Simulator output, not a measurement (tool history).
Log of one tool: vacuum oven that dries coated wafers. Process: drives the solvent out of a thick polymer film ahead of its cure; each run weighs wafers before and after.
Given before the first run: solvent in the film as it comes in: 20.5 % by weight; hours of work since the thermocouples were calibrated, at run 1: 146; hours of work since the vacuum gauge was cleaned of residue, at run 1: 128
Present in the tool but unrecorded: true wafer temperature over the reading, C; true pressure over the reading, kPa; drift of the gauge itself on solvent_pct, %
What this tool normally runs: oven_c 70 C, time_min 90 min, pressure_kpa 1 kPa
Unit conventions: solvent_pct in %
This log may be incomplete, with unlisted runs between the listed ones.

run,day,oven_c,time_min,pressure_kpa,hours of work since the thermocouples were calibrated,hours of work since the vacuum gauge was cleaned of residue,solvent_pct
1,0,70,90,1,146,128,0.95
2,0.717,70,90,1,156,138,1.03
3,1.033,70,90,1,160,143,0.99
4,1.446,70,90,1,166,148,0.99
5,2.058,70,90,1,174,157,1.02
6,2.688,70,61,1,183,165,2.13
7,3.012,70,61,1,188,170,2.14
8,3.358,70,61,1,192,175,2.07
9,4.1,70,61,1,203,185,2.13
10,4.796,70,61,1,212,195,2.15
11,5.121,70,90,1,217,199,0.99
12,5.471,70,90,1,222,204,1.02
13,5.954,70,90,1,228,211,0.95
14,6.554,70,90,1,237,219,0.98
15,7.158,70,90,1,245,227,1.01
16,7.533,70,90,0.88,250,232,0.95
17,8.029,76,90,0.88,257,239,0.39
18,8.354,76,90,0.88,262,244,0.4
19,8.871,76,90,0.88,269,251,0.4
20,9.188,76,90,0.88,273,255,0.4
21,9.838,76,90,0.88,282,264,0.36
22,10.575,76,90,0.88,292,275,0.35
23,10.896,76,90,0.88,297,279,0.41
24,11.408,59,55,0.78,304,286,7.32
25,11.917,59,55,0.78,311,293,7.24
26,12.512,67,59,1.61,319,301,3.65
27,13.096,82,59,1.61,327,309,0.48
28,13.729,66,102,3.67,336,318,2.72
29,14.412,74,151,3.67,345,328,1.28
30,14.8,56,128,1.64,351,333,4.43
31,15.554,57,137,3.1,361,343,4.6
32,16.079,82,144,3.82,368,351,0.95
33,16.425,82,144,3.82,373,355,0.94
34,17.179,82,144,3.82,384,366,0.93
35,17.658,67,47,1,390,372,4.55
36,18.375,71,60,2.56,400,382,2.52
37,18.904,71,60,2.56,407,390,2.57
38,19.521,71,74,2.56,416,398,1.89
39,20.038,81,82,0.64,423,405,0.21
40,20.554,80,116,0.74,430,413,0.21
41,20.979,80,116,0.74,436,418,0.2
42,21.471,80,116,0.74,443,425,0.22
43,21.879,70,48,0.89,449,431,3.25
44,22.367,70,90,1.75,455,438,1.35
45,23.058,70,90,1.75,465,447,1.35
46,23.646,70,159,1.61,473,455,0.72

Results for each run, recomputed without the tool's hidden state and with each run's random variation untouched:
run,solvent_pct
1,0.98
2,1.06
3,1.02
4,1.02
5,1.04
6,2.18
7,2.19
8,2.11
9,2.17
10,2.19
11,1
12,1.04
13,0.96
14,0.99
15,1.02
16,0.96
17,0.39
18,0.39
19,0.39
20,0.39
21,0.36
22,0.34
23,0.41
24,7.34
25,7.26
26,3.66
27,0.47
28,2.72
29,1.26
30,4.43
31,4.59
32,0.94
33,0.93
34,0.92
35,4.54
36,2.5
37,2.55
38,1.86
39,0.2
40,0.19
41,0.19
42,0.21
43,3.21
44,1.31
45,1.31
46,0.69
